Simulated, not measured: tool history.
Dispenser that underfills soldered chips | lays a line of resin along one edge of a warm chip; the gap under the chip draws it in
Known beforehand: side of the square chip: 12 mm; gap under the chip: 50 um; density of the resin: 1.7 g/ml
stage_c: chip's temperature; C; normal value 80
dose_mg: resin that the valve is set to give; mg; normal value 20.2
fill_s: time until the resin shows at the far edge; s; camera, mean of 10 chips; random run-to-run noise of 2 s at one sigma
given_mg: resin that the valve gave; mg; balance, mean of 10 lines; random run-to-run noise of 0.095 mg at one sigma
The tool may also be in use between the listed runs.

{"run": 1, "hour": 0.0, "stage_c": 80, "dose_mg": 20.2, "fill_s": 266.3, "given_mg": 19.77}
{"run": 2, "hour": 3.7, "stage_c": 80, "dose_mg": 20.2, "fill_s": 320.8, "given_mg": 19.87}
{"hour": 6.3, "done": "new syringe of resin"}
{"run": 3, "hour": 8.2, "stage_c": 80, "dose_mg": 20.2, "fill_s": 218.5, "given_mg": 19.76}
{"run": 4, "hour": 11.9, "stage_c": 80, "dose_mg": 20.2, "fill_s": 267.8, "given_mg": 19.8}
{"run": 5, "hour": 17.6, "stage_c": 80, "dose_mg": 19.9, "fill_s": 353.4, "given_mg": 19.59}
{"hour": 18.3, "done": "new syringe of resin"}
{"run": 6, "hour": 21.3, "stage_c": 80, "dose_mg": 22.5, "fill_s": 223.2, "given_mg": 22.05}
{"run": 7, "hour": 27.5, "stage_c": 80, "dose_mg": 22.5, "fill_s": 309.2, "given_mg": 22}
{"hour": 30.6, "done": "new syringe of resin"}
{"run": 8, "hour": 31.7, "stage_c": 80, "dose_mg": 22.1, "fill_s": 215.6, "given_mg": 21.52}
{"run": 9, "hour": 34.7, "stage_c": 80, "dose_mg": 22.1, "fill_s": 242.1, "given_mg": 21.49}
{"run": 10, "hour": 39.2, "stage_c": 74, "dose_mg": 22.1, "fill_s": 403.7, "given_mg": 21.43}
{"hour": 42.7, "done": "new syringe of resin"}
{"run": 11, "hour": 44.4, "stage_c": 80, "dose_mg": 20.2, "fill_s": 214.2, "given_mg": 19.51}
{"run": 12, "hour": 47.3, "stage_c": 80, "dose_mg": 20.2, "fill_s": 249.9, "given_mg": 19.45}
{"run": 13, "hour": 51.5, "stage_c": 78, "dose_mg": 20.2, "fill_s": 340.8, "given_mg": 19.46}
{"hour": 55.0, "done": "new syringe of resin"}
{"run": 14, "hour": 57.6, "stage_c": 78, "dose_mg": 20.2, "fill_s": 251.6, "given_mg": 19.29}
{"run": 15, "hour": 61.4, "stage_c": 80, "dose_mg": 20.2, "fill_s": 277.3, "given_mg": 19.18}
{"hour": 67.1, "done": "new syringe of resin"}
{"run": 16, "hour": 67.6, "stage_c": 80, "dose_mg": 20.2, "fill_s": 208.7, "given_mg": 19.25}
{"run": 17, "hour": 73.8, "stage_c": 80, "dose_mg": 20.2, "fill_s": 282.5, "given_mg": 19.19}
{"run": 18, "hour": 77.1, "stage_c": 80, "dose_mg": 20.2, "fill_s": 337.2, "given_mg": 19.26}
{"hour": 79.0, "done": "new syringe of resin"}
{"run": 19, "hour": 80.7, "stage_c": 85, "dose_mg": 25.3, "fill_s": 169.4, "given_mg": 23.92}
{"run": 20, "hour": 87.3, "stage_c": 86, "dose_mg": 18.3, "fill_s": 237.6, "given_mg": 17.31}
{"hour": 91.2, "done": "new syringe of resin"}
{"run": 21, "hour": 93.3, "stage_c": 86, "dose_mg": 21.3, "fill_s": 171.5, "given_mg": 20.1}
{"run": 22, "hour": 96.2, "stage_c": 87, "dose_mg": 24.9, "fill_s": 186, "given_mg": 23.4}
{"run": 23, "hour": 101.3, "stage_c": 82, "dose_mg": 21, "fill_s": 310.2, "given_mg": 19.72}
{"hour": 103.7, "done": "new syringe of resin"}
{"run": 24, "hour": 107.4, "stage_c": 67, "dose_mg": 24.5, "fill_s": 451, "given_mg": 22.91}
{"run": 25, "hour": 113.5, "stage_c": 67, "dose_mg": 24.5, "fill_s": 610.2, "given_mg": 22.86}
{"hour": 115.9, "done": "new syringe of resin"}
{"run": 26, "hour": 117.3, "stage_c": 92, "dose_mg": 18.1, "fill_s": 126.7, "given_mg": 16.82}
{"run": 27, "hour": 124.0, "stage_c": 92, "dose_mg": 18.1, "fill_s": 177.2, "given_mg": 16.86}
{"hour": 127.9, "done": "new syringe of resin"}
{"run": 28, "hour": 128.7, "stage_c": 70, "dose_mg": 24.7, "fill_s": 339.6, "given_mg": 22.77}
{"run": 29, "hour": 133.1, "stage_c": 90, "dose_mg": 18.2, "fill_s": 172.3, "given_mg": 16.8}
{"run": 30, "hour": 138.7, "stage_c": 76, "dose_mg": 23.3, "fill_s": 420, "given_mg": 21.54}
{"hour": 139.9, "done": "new syringe of resin"}
{"hour": 140.9, "done": "dispensing valve cleaned and set on the balance"}
{"run": 31, "hour": 145.7, "stage_c": 80, "dose_mg": 22, "fill_s": 257.9, "given_mg": 21.96}
{"run": 32, "hour": 152.4, "stage_c": 77, "dose_mg": 22, "fill_s": 424.8, "given_mg": 21.87}
{"hour": 153.3, "done": "new syringe of resin"}
{"run": 33, "hour": 156.6, "stage_c": 77, "dose_mg": 18.2, "fill_s": 280.9, "given_mg": 18.1}
{"run": 34, "hour": 160.0, "stage_c": 65, "dose_mg": 22.2, "fill_s": 597.2, "given_mg": 21.96}
{"hour": 165.3, "done": "new syringe of resin"}
{"run": 35, "hour": 166.8, "stage_c": 65, "dose_mg": 22.2, "fill_s": 472.9, "given_mg": 21.9}
{"run": 36, "hour": 173.3, "stage_c": 73, "dose_mg": 20.2, "fill_s": 430, "given_mg": 19.92}

Below are 4 alternative next runs, each starting from the tool's condition after run 36. Predict each:
{"hour": 177.2, "done": "new syringe of resin"}
{"run": "A", "hour": 178.5, "stage_c": 94, "dose_mg": 24.8, "fill_s": "?", "given_mg": "?"}
{"hour": 177.2, "done": "new syringe of resin"}
{"run": "B", "hour": 178.5, "stage_c": 73, "dose_mg": 25.6, "fill_s": "?", "given_mg": "?"}
{"hour": 177.2, "done": "new syringe of resin"}
{"run": "C", "hour": 178.5, "stage_c": 83, "dose_mg": 22.2, "fill_s": "?", "given_mg": "?"}
{"hour": 177.2, "done": "new syringe of resin"}
{"run": "D", "hour": 178.5, "stage_c": 73, "dose_mg": 19.7, "fill_s": "?", "given_mg": "?"}

run=A fill_s=116.2 given_mg=24.45
run=B fill_s=302.5 given_mg=25.05
run=C fill_s=190.4 given_mg=21.87
run=D fill_s=308 given_mg=19.51
Without the tool's unlogged condition, the same runs would have read:
run=A fill_s=102.6 given_mg=24.89
run=B fill_s=265.6 given_mg=25.49
run=C fill_s=167.6 given_mg=22.26
run=D fill_s=269.9 given_mg=19.86
